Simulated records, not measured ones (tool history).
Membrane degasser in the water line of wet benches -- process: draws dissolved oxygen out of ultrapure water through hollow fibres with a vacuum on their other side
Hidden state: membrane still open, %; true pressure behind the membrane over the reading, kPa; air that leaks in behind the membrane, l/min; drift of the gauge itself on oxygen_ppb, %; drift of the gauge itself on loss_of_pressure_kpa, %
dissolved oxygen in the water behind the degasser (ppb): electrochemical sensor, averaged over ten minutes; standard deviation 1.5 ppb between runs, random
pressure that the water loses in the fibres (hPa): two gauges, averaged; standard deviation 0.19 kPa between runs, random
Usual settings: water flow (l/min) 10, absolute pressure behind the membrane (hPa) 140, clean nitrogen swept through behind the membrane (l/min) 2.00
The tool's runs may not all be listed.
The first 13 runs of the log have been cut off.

run,hour,water flow (l/min),absolute pressure behind the membrane (hPa),clean nitrogen swept through behind the membrane (l/min),hours since the membrane was changed,hours since the vacuum gauge was calibrated,hours since the vacuum lines were made tight,dissolved oxygen in the water behind the degasser (ppb),pressure that the water loses in the fibres (hPa)
14,845.6,10,140,2.00,2144,1688,2044,149.8,406.1
15,943.0,10,140,2.00,2241,1785,2141,150.7,405.8
16,1002.5,10,140,2.00,2301,1845,2201,152.2,403.0
17,1098.0,10,140,2.00,2396,1940,2296,149.0,401.7
18,1190.8,15,140,2.00,2489,2033,2389,311.7,604.1
19,1247.6,7,184,3.53,2546,2090,2446,78.7,284.0
20,1337.4,15,140,2.00,2636,2180,2536,303.7,607.5
21,1416.5,15,140,2.00,2715,2259,2615,310.8,609.9
22,1491.3,15,140,2.00,2790,2333,2689,309.4,612.0
23,1549.7,12,132,2.00,2848,2392,2748,191.8,487.0
24,1635.4,8,227,2.76,2934,2478,2834,144.3,323.9
25,1696.6,10,173,2.00,2995,2539,2895,190.1,405.3
26,1775.9,7,267,2.49,3074,2618,2974,165.3,282.2
27,1866.1,10,173,2.95,3164,2708,3064,140.0,406.4
28,1936.8,10,173,2.95,3235,2779,3135,138.6,407.2
29,2016.3,8,178,2.42,3314,2858,3214,122.4,325.4
30,2106.7,8,178,2.42,3405,2949,3305,123.5,324.1
31,2188.4,14,232,3.19,3487,3031,3387,303.5,570.2
32,2264.3,12,195,5.24,3562,3106,3462,138.5,484.3

Here are 4 independent what-if runs from the current tool condition. What would each one return?
A,2358.1,11,156,0.85,3656,3200,3556,?,?
B,2358.1,10,140,2.12,3656,3200,3556,?,?
C,2358.1,10,101,4.93,3656,3200,3556,?,?
D,2358.1,13,142,3.03,3656,3200,3556,?,?

run,dissolved oxygen in the water behind the degasser (ppb),pressure that the water loses in the fibres (hPa)
A,390.2,442.6
B,142.1,405.9
C,55.2,405.3
D,181.3,524.7
The same runs, with their run-to-run variation unchanged, on a tool lacking any hidden condition would have given:
run,dissolved oxygen in the water behind the degasser (ppb),pressure that the water loses in the fibres (hPa)
A,390.0,442.6
B,142.0,405.8
C,55.1,405.2
D,181.2,524.6

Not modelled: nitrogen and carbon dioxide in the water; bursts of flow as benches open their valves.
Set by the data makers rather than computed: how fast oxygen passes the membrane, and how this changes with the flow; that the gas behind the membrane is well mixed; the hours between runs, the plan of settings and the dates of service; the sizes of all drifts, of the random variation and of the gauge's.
